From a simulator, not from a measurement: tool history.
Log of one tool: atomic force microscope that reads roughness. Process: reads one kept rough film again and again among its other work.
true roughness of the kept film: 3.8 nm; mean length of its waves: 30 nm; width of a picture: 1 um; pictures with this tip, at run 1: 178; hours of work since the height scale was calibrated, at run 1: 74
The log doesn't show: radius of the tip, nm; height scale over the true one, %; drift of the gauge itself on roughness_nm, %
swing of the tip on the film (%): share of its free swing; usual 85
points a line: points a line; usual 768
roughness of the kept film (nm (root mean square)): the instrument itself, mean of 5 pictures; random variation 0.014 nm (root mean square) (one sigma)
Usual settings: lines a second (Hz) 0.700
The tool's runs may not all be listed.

run	hour	lines a second (Hz)	swing of the tip on the film (%)	points a line	pictures with this tip	hours of work since the height scale was calibrated	roughness of the kept film (nm (root mean square))
1	0.0	0.700	85	768	178	74	2.696
2	56.5	0.700	85	768	239	112	2.553
# hour 68.8: new tip fitted
3	115.0	0.700	85	768	50	152	3.111
4	148.6	0.700	85	768	86	175	2.988
5	183.6	0.700	74	768	123	198	2.938
6	236.9	0.700	74	768	181	235	2.790
7	291.1	0.700	74	768	239	272	2.654
# hour 305.2: new tip fitted
8	346.2	0.700	56	768	44	309	3.215
9	376.4	0.700	56	768	77	330	3.112
10	422.6	0.700	85	768	126	361	2.862
11	458.7	0.700	85	768	165	386	2.792
12	515.9	0.700	85	768	226	425	2.632
# hour 539.8: new tip fitted
13	543.8	0.519	85	768	4	444	3.237
14	599.0	0.519	85	402	64	481	3.036
15	650.4	1.580	62	928	119	516	2.903
16	699.1	1.580	86	1011	171	549	2.588
17	735.0	1.580	86	396	209	574	2.485
# hour 776.2: new tip fitted
18	780.8	2.381	85	601	5	605	2.925
19	830.0	0.840	85	601	58	638	3.003
20	887.2	1.098	56	475	119	677	2.951
21	917.3	1.674	79	746	151	698	2.686
22	955.3	1.674	79	746	192	724	2.589
# hour 1013.5: new tip fitted
23	1014.4	0.700	73	294	1	764	3.184
24	1070.6	1.601	62	926	61	802	3.065
25	1109.4	1.601	62	926	102	829	2.935

Forecast each of these 3 alternatives for the next run:
A	1145.8	0.700	56	768	141	853	?
B	1145.8	2.136	88	926	141	853	?
C	1145.8	1.601	86	926	141	853	?

run	roughness of the kept film (nm (root mean square))
A	2.876
B	2.539
C	2.622
Without the tool's hidden state the same runs would have given:
run	roughness of the kept film (nm (root mean square))
A	3.383
B	2.989
C	3.086

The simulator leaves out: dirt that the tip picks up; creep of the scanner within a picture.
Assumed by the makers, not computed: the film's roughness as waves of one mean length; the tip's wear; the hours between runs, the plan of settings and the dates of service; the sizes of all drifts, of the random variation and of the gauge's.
